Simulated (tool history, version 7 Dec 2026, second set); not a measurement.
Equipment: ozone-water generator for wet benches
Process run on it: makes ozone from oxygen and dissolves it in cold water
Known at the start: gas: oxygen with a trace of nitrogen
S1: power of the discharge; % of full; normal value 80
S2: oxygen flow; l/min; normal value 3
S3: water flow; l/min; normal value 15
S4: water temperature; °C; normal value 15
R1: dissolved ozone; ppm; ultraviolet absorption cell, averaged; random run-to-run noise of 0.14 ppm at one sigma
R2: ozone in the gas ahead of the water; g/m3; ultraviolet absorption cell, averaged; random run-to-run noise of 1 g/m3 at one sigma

run	hour	S1	S2	S3	S4	R1	R2
1	0	80	3	15	15	15.6	177.7
2	14.1	80	3	15	15	15.6	178.1
3	34.8	80	3	15	15	15.7	179
4	57.4	80	3	15	15	15.6	180.4
5	78.2	80	3	15	15	15.8	178.6
6	93.3	80	3	15	15	15.6	178.9
7	107.1	80	3	15	15	15.7	179.7
8	124.7	80	3	15	16	15.5	179.1
9	151.9	80	3	15	16	15.4	180.4
10	184.4	74	3	15	15	15.1	171.6
11	215.5	80	3	18	15	13.2	179.7
12	245	80	3.09	18	15	13.4	178.2
13	270.5	80	3.09	18	15	13.3	177.9
14	287.6	80	3	23	15	10.4	179.2
15	312.7	88	3	23	23	10.1	188.6
16	345.5	88	3	23	23	9.9	189.8
17	365.7	88	3	23	23	9.9	189.9
18	395.9	88	1.68	23	11	9	241.6
19	412.5	46	1.68	14	11	10.9	171.1
20	442.8	46	2.15	14	11	12	155.9
21	461.3	48	2.48	11	15	14.9	149
22	477	45	2.01	10	16	15	157.7
23	506.6	87	3	22	13	11.6	190
24	522.6	62	3	15	10	14.8	158.6
25	550.1	82	1.62	17	9	12	235.4
26	567.8	94	3	15	12	17.6	197.4
27	590.8	80	3	15	13	16	180

5 options for the next run, each taken on its own from the tool as it stands now. Forecast them:
A	618.8	80	3	13	13	?	?
B	618.8	49	2.54	15	8	?	?
C	618.8	80	4.21	16	16	?	?
D	618.8	80	3.04	18	21	?	?
E	618.8	80	3.54	15	15	?	?

run	R1	R2
A	18.1	183.1
B	12.3	150.4
C	15.7	158.8
D	12.5	181.1
E	16.3	170.4
Stripped of hidden state, with their random variation kept, the same runs would have yielded:
run	R1	R2
A	18.1	179.4
B	12.3	147.3
C	15.7	155.5
D	12.5	177.4
E	16.3	166.9

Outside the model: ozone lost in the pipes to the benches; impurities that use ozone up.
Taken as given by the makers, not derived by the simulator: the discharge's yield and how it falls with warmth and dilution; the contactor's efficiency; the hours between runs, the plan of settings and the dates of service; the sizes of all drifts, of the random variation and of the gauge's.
